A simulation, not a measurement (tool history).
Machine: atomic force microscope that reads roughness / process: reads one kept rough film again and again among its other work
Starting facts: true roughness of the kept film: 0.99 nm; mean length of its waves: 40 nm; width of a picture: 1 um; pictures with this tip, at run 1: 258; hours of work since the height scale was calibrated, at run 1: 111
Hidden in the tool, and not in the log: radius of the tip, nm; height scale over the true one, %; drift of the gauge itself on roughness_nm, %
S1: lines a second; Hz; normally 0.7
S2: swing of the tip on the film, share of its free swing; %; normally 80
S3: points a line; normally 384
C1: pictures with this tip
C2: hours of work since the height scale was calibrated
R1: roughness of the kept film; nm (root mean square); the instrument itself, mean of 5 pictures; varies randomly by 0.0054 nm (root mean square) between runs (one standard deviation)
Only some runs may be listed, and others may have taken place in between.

Run 1, day 0: usual settings; C1 258; C2 111. Result: R1 0.915 nm (root mean square).
Run 2, day 0.304: usual settings; C1 273; C2 116. Result: R1 0.925 nm (root mean square).
Run 3, day 0.542: usual settings but S3 640; C1 285; C2 120. Result: R1 0.92 nm (root mean square).
Run 4, day 0.888: usual settings but S3 640; C1 302; C2 126. Result: R1 0.921 nm (root mean square).
At day 0.95: new tip fitted.
Run 5, day 1.292: usual settings; C1 16; C2 132. Result: R1 0.92 nm (root mean square).
Run 6, day 1.629: usual settings but S3 270; C1 33; C2 138. Result: R1 0.909 nm (root mean square).
Run 7, day 2.008: usual settings but S3 270; C1 51; C2 144. Result: R1 0.9 nm (root mean square).
Run 8, day 2.25: usual settings; C1 63; C2 148. Result: R1 0.908 nm (root mean square).
Run 9, day 2.475: usual settings; C1 74; C2 152. Result: R1 0.919 nm (root mean square).
Run 10, day 2.95: usual settings; C1 97; C2 159. Result: R1 0.914 nm (root mean square).
Run 11, day 3.288: usual settings; C1 113; C2 165. Result: R1 0.915 nm (root mean square).
Run 12, day 3.55: usual settings but S2 66 %; C1 126; C2 169. Result: R1 0.937 nm (root mean square).
Run 13, day 4.033: usual settings but S2 66 %; C1 150; C2 177. Result: R1 0.93 nm (root mean square).
Run 14, day 4.438: usual settings; C1 169; C2 184. Result: R1 0.929 nm (root mean square).
Run 15, day 4.833: usual settings; C1 188; C2 190. Result: R1 0.918 nm (root mean square).
Run 16, day 5.204: usual settings; C1 206; C2 196. Result: R1 0.911 nm (root mean square).
Run 17, day 5.6: usual settings; C1 226; C2 203. Result: R1 0.925 nm (root mean square).
Run 18, day 6.096: usual settings but S3 911; C1 250; C2 211. Result: R1 0.914 nm (root mean square).
Run 19, day 6.533: usual settings but S3 911; C1 271; C2 218. Result: R1 0.911 nm (root mean square).
Run 20, day 6.838: usual settings but S3 911; C1 286; C2 223. Result: R1 0.923 nm (root mean square).
At day 7.262: new tip fitted.
Run 21, day 7.288: usual settings but S3 911; C1 2; C2 230. Result: R1 0.92 nm (root mean square).
Run 22, day 7.583: usual settings; C1 16; C2 235. Result: R1 0.925 nm (root mean square).
Run 23, day 7.892: usual settings; C1 31; C2 240. Result: R1 0.926 nm (root mean square).
Run 24, day 8.383: usual settings but S1 3.303 Hz; C1 55; C2 248. Result: R1 0.773 nm (root mean square).
Run 25, day 8.612: usual settings but S2 89 %; C1 66; C2 252. Result: R1 0.881 nm (root mean square).
Run 26, day 9.088: usual settings but S1 1.8 Hz; C1 89; C2 260. Result: R1 0.831 nm (root mean square).
Run 27, day 9.542: usual settings but S1 1.8 Hz; C1 111; C2 267. Result: R1 0.844 nm (root mean square).
Run 28, day 9.912: usual settings but S1 1.736 Hz, S2 63 %, S3 442; C1 129; C2 273. Result: R1 0.922 nm (root mean square).
Run 29, day 10.192: usual settings but S1 1.736 Hz, S2 63 %, S3 442; C1 143; C2 278. Result: R1 0.913 nm (root mean square).
Run 30, day 10.621: usual settings but S1 0.833 Hz, S2 64 %; C1 164; C2 285. Result: R1 0.935 nm (root mean square).
Run 31, day 11.133: usual settings but S1 2.378 Hz, S2 55 %, S3 643; C1 188; C2 294. Result: R1 0.928 nm (root mean square).
Run 32, day 11.467: usual settings but S1 2.378 Hz, S2 55 %, S3 643; C1 205; C2 299. Result: R1 0.926 nm (root mean square).
Run 33, day 11.842: usual settings but S2 77 %; C1 223; C2 305. Result: R1 0.935 nm (root mean square).
Run 34, day 12.338: usual settings but S1 1.775 Hz, S2 71 %, S3 399; C1 247; C2 313. Result: R1 0.899 nm (root mean square).
Run 35, day 12.588: usual settings but S1 1.775 Hz, S2 71 %, S3 399; C1 259; C2 317. Result: R1 0.886 nm (root mean square).
Run 36, day 12.979: usual settings but S1 1.775 Hz, S2 71 %, S3 399; C1 278; C2 324. Result: R1 0.897 nm (root mean square).
Run 37, day 13.358: usual settings but S1 1.775 Hz, S2 71 %, S3 399; C1 297; C2 330. Result: R1 0.893 nm (root mean square).
At day 13.525: new tip fitted.
Run 38, day 13.717: usual settings but S1 3 Hz, S2 61 %, S3 735; C1 9; C2 336. Result: R1 0.911 nm (root mean square).
Run 39, day 14.083: usual settings but S1 1.273 Hz, S2 60 %, S3 908; C1 27; C2 342. Result: R1 0.942 nm (root mean square).
Run 40, day 14.371: usual settings but S1 1.273 Hz, S2 60 %, S3 908; C1 41; C2 346. Result: R1 0.94 nm (root mean square).
Run 41, day 14.704: usual settings but S1 0.764 Hz, S2 81 %; C1 57; C2 352. Result: R1 0.909 nm (root mean square).
Run 42, day 15.067: usual settings but S1 1.631 Hz, S2 81 %, S3 605; C1 75; C2 358. Result: R1 0.847 nm (root mean square).
Run 43, day 15.396: usual settings but S1 2.594 Hz, S3 824; C1 91; C2 363. Result: R1 0.803 nm (root mean square).
Run 44, day 15.638: usual settings but S2 65 %, S3 339; C1 102; C2 367. Result: R1 0.935 nm (root mean square).
Run 45, day 16.025: usual settings but S1 3.214 Hz, S2 69 %, S3 339; C1 121; C2 374. Result: R1 0.839 nm (root mean square).
Run 46, day 16.267: usual settings but S1 1.068 Hz, S2 85 %, S3 272; C1 133; C2 378. Result: R1 0.871 nm (root mean square).
Run 47, day 16.633: usual settings but S1 1.068 Hz, S2 85 %, S3 272; C1 151; C2 384. Result: R1 0.861 nm (root mean square).
Run 48, day 17.083: usual settings but S1 1.068 Hz, S2 85 %, S3 272; C1 173; C2 391. Result: R1 0.866 nm (root mean square).
Run 49, day 17.488: usual settings but S2 61 %, S3 529; C1 192; C2 398. Result: R1 0.948 nm (root mean square).
Run 50, day 17.912: usual settings but S1 0.674 Hz, S3 298; C1 213; C2 405. Result: R1 0.916 nm (root mean square).
Run 51, day 18.271: usual settings but S2 72 %; C1 230; C2 411. Result: R1 0.932 nm (root mean square).

Hidden state at the last listed run before each entry between runs and at the first one after, where it differs:
Between runs 4 and 5: new tip fitted (day 0.95)
  radius of the tip, nm: 7.8 -> 7.1
Between runs 20 and 21: new tip fitted (day 7.262)
  radius of the tip, nm: 7.9 -> 7
Between runs 37 and 38: new tip fitted (day 13.525)
  radius of the tip, nm: 7.9 -> 7
